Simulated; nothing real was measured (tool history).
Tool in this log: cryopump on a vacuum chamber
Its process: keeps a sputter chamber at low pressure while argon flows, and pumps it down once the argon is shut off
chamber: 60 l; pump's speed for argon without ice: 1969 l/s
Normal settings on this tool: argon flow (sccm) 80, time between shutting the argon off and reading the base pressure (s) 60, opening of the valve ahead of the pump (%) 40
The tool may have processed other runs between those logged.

run   hour  argon flow (sccm)  time between shutting the argon off and reading the base pressure (s)  opening of the valve ahead of the pump (%)  pressure while argon flows (Pa)  pressure after the wait (uPa)
  1    0.0                 80                                                                     60                                          40                           0.1742                           1.75
  2   32.3                 80                                                                     91                                          40                           0.1765                           1.55
  3   67.9                 80                                                                     60                                          40                           0.1782                           1.80
  4  106.4                 80                                                                     60                                          40                           0.1781                           1.88
  5  147.7                 96                                                                     60                                          40                           0.2159                           1.91
  6  211.4                142                                                                     60                                          40                           0.3210                           1.99
  7  238.0                114                                                                     60                                          19                           0.5304                           1.92
  8  287.8                 38                                                                    167                                          19                           0.1775                           1.56
  9  336.4                 69                                                                    227                                          55                           0.1170                           1.54
     391.1  -- pump warmed up, emptied and cooled again
 10  406.6                146                                                                     37                                          24                           0.5265                           2.32
 11  438.5                146                                                                     37                                          24                           0.5260                           2.35
 12  485.2                126                                                                     77                                          24                           0.4553                           1.76

Some steps in pressure while argon flows (Pa) between neighbouring runs. How much of each would the tool show without its hidden state too (settings, what came in, random variation), and how much is left for the hidden state, with any gauge scatter that isn't in both results?
The tool's hidden condition here consists of: pump's speed, % of a pump's without ice; cold plate's temperature, K; leak into the chamber, uPa l/s; drift of the gauge itself on working_pa, %; drift of the gauge itself on base_upa, %.
Run 7 -> 8: argon flow (sccm) 114 -> 38, time between shutting the argon off and reading the base pressure (s) 60 -> 167. pressure while argon flows (Pa) -0.3529: hidden state -0.0086, all else -0.3443.
Run 9 -> 10: argon flow (sccm) 69 -> 146, time between shutting the argon off and reading the base pressure (s) 227 -> 37, opening of the valve ahead of the pump (%) 55 -> 24, pump warmed up, emptied and cooled again. pressure while argon flows (Pa) +0.4095: hidden state -0.0070, all else +0.4165.
